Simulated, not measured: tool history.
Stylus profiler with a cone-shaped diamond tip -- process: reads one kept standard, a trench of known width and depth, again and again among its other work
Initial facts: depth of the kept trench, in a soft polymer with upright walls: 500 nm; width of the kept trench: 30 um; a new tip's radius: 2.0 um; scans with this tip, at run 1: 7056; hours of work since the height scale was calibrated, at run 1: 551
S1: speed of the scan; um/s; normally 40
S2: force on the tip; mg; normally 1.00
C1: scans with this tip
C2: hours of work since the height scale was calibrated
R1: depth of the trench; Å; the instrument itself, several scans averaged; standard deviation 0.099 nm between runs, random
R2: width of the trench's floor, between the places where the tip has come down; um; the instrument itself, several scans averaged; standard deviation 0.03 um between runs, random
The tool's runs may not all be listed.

run	hour	S1	S2	C1	C2	R1	R2
1	0.0	40	1.00	7056	551	5042.4	26.98
2	20.6	40	1.85	7200	562	5063.8	27.00
3	58.3	40	1.85	7465	583	5063.5	27.10
4	93.0	40	1.85	7708	601	5064.6	27.00
5	110.3	40	1.00	7829	611	5044.0	26.94
6	148.5	40	1.00	8096	632	5044.0	26.94
7	165.2	40	1.00	8214	641	5043.1	26.96
8	194.1	40	1.00	8417	657	5042.7	26.95
9	234.0	40	1.00	8696	679	5042.5	26.97
10	267.7	40	1.00	8932	697	5044.4	26.94
11	292.9	40	1.00	9109	711	5043.0	26.95
12	311.0	40	2.17	9236	721	5071.3	27.06
13	332.1	40	2.17	9384	732	5073.5	27.12
14	370.8	40	1.12	9655	753	5046.6	27.00
15	402.4	128	1.12	9877	771	5045.9	26.17
16	442.1	125	1.04	10155	792	5043.0	26.09
17	480.7	29	0.38	10426	814	5022.1	26.91
18	514.4	55	0.74	10662	832	5035.8	26.72
19	538.5	12	0.91	10831	845	5038.3	27.25
20	561.9	12	0.91	10995	858	5039.7	27.18
21	596.0	119	1.80	11234	877	5065.9	26.43
22	636.0	119	1.80	11515	899	5065.5	26.48
23	658.2	119	1.80	11670	911	5063.5	26.49
24	678.5	40	1.14	11813	922	5047.0	26.96
25	697.6	27	0.43	11946	932	5026.2	27.00

4 ways to go on from here, each from the tool as it stands after run 25. What would each give?
A	736.6	49	1.00	12219	954	?	?
B	736.6	37	0.87	12219	954	?	?
C	736.6	14	0.48	12219	954	?	?
D	736.6	34	2.22	12219	954	?	?

run	R1	R2
A	5041.9	26.91
B	5040.1	26.90
C	5025.7	27.12
D	5075.4	27.12
With the hidden condition removed and each run's random variation left untouched, the same runs would have given:
run	R1	R2
A	5042.1	26.93
B	5040.2	26.92
C	5025.8	27.13
D	5075.5	27.13

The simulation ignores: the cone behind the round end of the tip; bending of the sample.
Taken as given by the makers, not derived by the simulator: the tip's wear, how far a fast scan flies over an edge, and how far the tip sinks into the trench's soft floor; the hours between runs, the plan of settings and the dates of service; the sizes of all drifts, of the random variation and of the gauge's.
